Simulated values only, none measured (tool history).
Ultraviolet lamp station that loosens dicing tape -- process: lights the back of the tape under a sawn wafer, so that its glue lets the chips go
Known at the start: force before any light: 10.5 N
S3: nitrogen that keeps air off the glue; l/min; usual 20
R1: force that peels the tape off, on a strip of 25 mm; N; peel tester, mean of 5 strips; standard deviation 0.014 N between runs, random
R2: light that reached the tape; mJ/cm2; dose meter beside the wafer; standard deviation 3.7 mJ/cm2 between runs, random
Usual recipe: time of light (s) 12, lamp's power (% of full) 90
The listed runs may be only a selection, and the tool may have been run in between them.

run 1 day=0.000 | time_of_light_(s)=12 lamp's_power_(%_of_full)=90 S3=20 | R1=0.864 R2=561
run 2 day=0.262 | time_of_light_(s)=12 lamp's_power_(%_of_full)=90 S3=20 | R1=0.862 R2=556
run 3 day=0.517 | time_of_light_(s)=12 lamp's_power_(%_of_full)=90 S3=20 | R1=0.854 R2=558
run 4 day=0.888 | time_of_light_(s)=12 lamp's_power_(%_of_full)=90 S3=20 | R1=0.869 R2=556
run 5 day=1.217 | time_of_light_(s)=12 lamp's_power_(%_of_full)=90 S3=20 | R1=0.873 R2=550
run 6 day=1.612 | time_of_light_(s)=12 lamp's_power_(%_of_full)=90 S3=20 | R1=0.898 R2=552
run 7 day=1.904 | time_of_light_(s)=12 lamp's_power_(%_of_full)=90 S3=20 | R1=0.869 R2=554
run 8 day=2.200 | time_of_light_(s)=12 lamp's_power_(%_of_full)=90 S3=20 | R1=0.891 R2=547
run 9 day=2.417 | time_of_light_(s)=12 lamp's_power_(%_of_full)=90 S3=20 | R1=0.870 R2=546
run 10 day=2.604 | time_of_light_(s)=12 lamp's_power_(%_of_full)=90 S3=20 | R1=0.872 R2=546
run 11 day=3.012 | time_of_light_(s)=12 lamp's_power_(%_of_full)=90 S3=20 | R1=0.894 R2=548
run 12 day=3.217 | time_of_light_(s)=12 lamp's_power_(%_of_full)=75 S3=20 | R1=1.287 R2=455
run 13 day=3.596 | time_of_light_(s)=12 lamp's_power_(%_of_full)=75 S3=20 | R1=1.288 R2=454
run 14 day=3.950 | time_of_light_(s)=12 lamp's_power_(%_of_full)=75 S3=20 | R1=1.297 R2=460
run 15 day=4.200 | time_of_light_(s)=12 lamp's_power_(%_of_full)=72 S3=20 | R1=1.437 R2=437
run 16 day=4.375 | time_of_light_(s)=12 lamp's_power_(%_of_full)=72 S3=20 | R1=1.451 R2=436
run 17 day=4.717 | time_of_light_(s)=12 lamp's_power_(%_of_full)=62 S3=20 | R1=1.884 R2=376
run 18 day=5.121 | time_of_light_(s)=7 lamp's_power_(%_of_full)=90 S3=20 | R1=2.363 R2=315
run 19 day=5.429 | time_of_light_(s)=12 lamp's_power_(%_of_full)=90 S3=20 | R1=0.974 R2=535
run 20 day=5.771 | time_of_light_(s)=12 lamp's_power_(%_of_full)=90 S3=20 | R1=0.933 R2=531
run 21 day=6.100 | time_of_light_(s)=12 lamp's_power_(%_of_full)=90 S3=20 | R1=0.931 R2=536
run 22 day=6.275 | time_of_light_(s)=12 lamp's_power_(%_of_full)=90 S3=20 | R1=0.931 R2=535
run 23 day=6.471 | time_of_light_(s)=12 lamp's_power_(%_of_full)=90 S3=20 | R1=0.920 R2=530
run 24 day=6.892 | time_of_light_(s)=12 lamp's_power_(%_of_full)=90 S3=20 | R1=0.955 R2=532
run 25 day=7.229 | time_of_light_(s)=22 lamp's_power_(%_of_full)=91 S3=30 | R1=0.225 R2=978
run 26 day=7.583 | time_of_light_(s)=7 lamp's_power_(%_of_full)=87 S3=20 | R1=2.618 R2=298
run 27 day=7.867 | time_of_light_(s)=12 lamp's_power_(%_of_full)=88 S3=22 | R1=0.924 R2=511
run 28 day=8.100 | time_of_light_(s)=12 lamp's_power_(%_of_full)=88 S3=22 | R1=0.914 R2=509
run 29 day=8.517 | time_of_light_(s)=12 lamp's_power_(%_of_full)=62 S3=7 | R1=3.460 R2=360
run 30 day=8.821 | time_of_light_(s)=12 lamp's_power_(%_of_full)=90 S3=36 | R1=0.634 R2=517
run 31 day=9.004 | time_of_light_(s)=12 lamp's_power_(%_of_full)=90 S3=36 | R1=0.626 R2=521
run 32 day=9.425 | time_of_light_(s)=12 lamp's_power_(%_of_full)=90 S3=24 | R1=0.872 R2=525
run 33 day=9.688 | time_of_light_(s)=11 lamp's_power_(%_of_full)=65 S3=37 | R1=1.518 R2=342
run 34 day=10.000 | time_of_light_(s)=11 lamp's_power_(%_of_full)=65 S3=37 | R1=1.482 R2=340
run 35 day=10.321 | time_of_light_(s)=11 lamp's_power_(%_of_full)=65 S3=37 | R1=1.472 R2=338
run 36 day=10.679 | time_of_light_(s)=12 lamp's_power_(%_of_full)=66 S3=19 | R1=1.891 R2=377
run 37 day=10.992 | time_of_light_(s)=15 lamp's_power_(%_of_full)=97 S3=9 | R1=1.095 R2=695
run 38 day=11.167 | time_of_light_(s)=8 lamp's_power_(%_of_full)=76 S3=9 | R1=3.988 R2=286
run 39 day=11.542 | time_of_light_(s)=20 lamp's_power_(%_of_full)=99 S3=9 | R1=0.572 R2=939
run 40 day=11.946 | time_of_light_(s)=12 lamp's_power_(%_of_full)=67 S3=16 | R1=2.111 R2=380
run 41 day=12.196 | time_of_light_(s)=7 lamp's_power_(%_of_full)=86 S3=16 | R1=3.098 R2=281
run 42 day=12.425 | time_of_light_(s)=7 lamp's_power_(%_of_full)=86 S3=16 | R1=3.153 R2=281

Results per run with the tool's hidden condition removed, run-to-run variation unchanged:
Hidden conditions of the tool in this case: lamp's light, % of a new lamp's; light that the window lets through, % of a clean one's; drift of the gauge itself on peel_n, %; drift of the gauge itself on dose_mj_cm2, %.
run=1 R1=0.682 R2=625
run=2 R1=0.677 R2=620
run=3 R1=0.668 R2=624
run=4 R1=0.675 R2=623
run=5 R1=0.675 R2=618
run=6 R1=0.688 R2=622
run=7 R1=0.665 R2=625
run=8 R1=0.675 R2=620
run=9 R1=0.658 R2=620
run=10 R1=0.657 R2=620
run=11 R1=0.672 R2=624
run=12 R1=0.983 R2=520
run=13 R1=0.979 R2=520
run=14 R1=0.982 R2=527
run=15 R1=1.093 R2=503
run=16 R1=1.098 R2=503
run=17 R1=1.464 R2=434
run=18 R1=1.885 R2=364
run=19 R1=0.699 R2=622
run=20 R1=0.664 R2=619
run=21 R1=0.662 R2=626
run=22 R1=0.658 R2=627
run=23 R1=0.648 R2=623
run=24 R1=0.667 R2=626
run=25 R1=0.199 R2=1154
run=26 R1=2.043 R2=354
run=27 R1=0.634 R2=607
run=28 R1=0.624 R2=606
run=29 R1=2.807 R2=430
run=30 R1=0.425 R2=619
run=31 R1=0.416 R2=624
run=32 R1=0.575 R2=631
run=33 R1=1.053 R2=412
run=34 R1=1.022 R2=411
run=35 R1=1.011 R2=410
run=36 R1=1.335 R2=459
run=37 R1=0.714 R2=848
run=38 R1=3.222 R2=350
run=39 R1=0.364 R2=1151
run=40 R1=1.487 R2=466
run=41 R1=2.354 R2=347
run=42 R1=2.390 R2=347

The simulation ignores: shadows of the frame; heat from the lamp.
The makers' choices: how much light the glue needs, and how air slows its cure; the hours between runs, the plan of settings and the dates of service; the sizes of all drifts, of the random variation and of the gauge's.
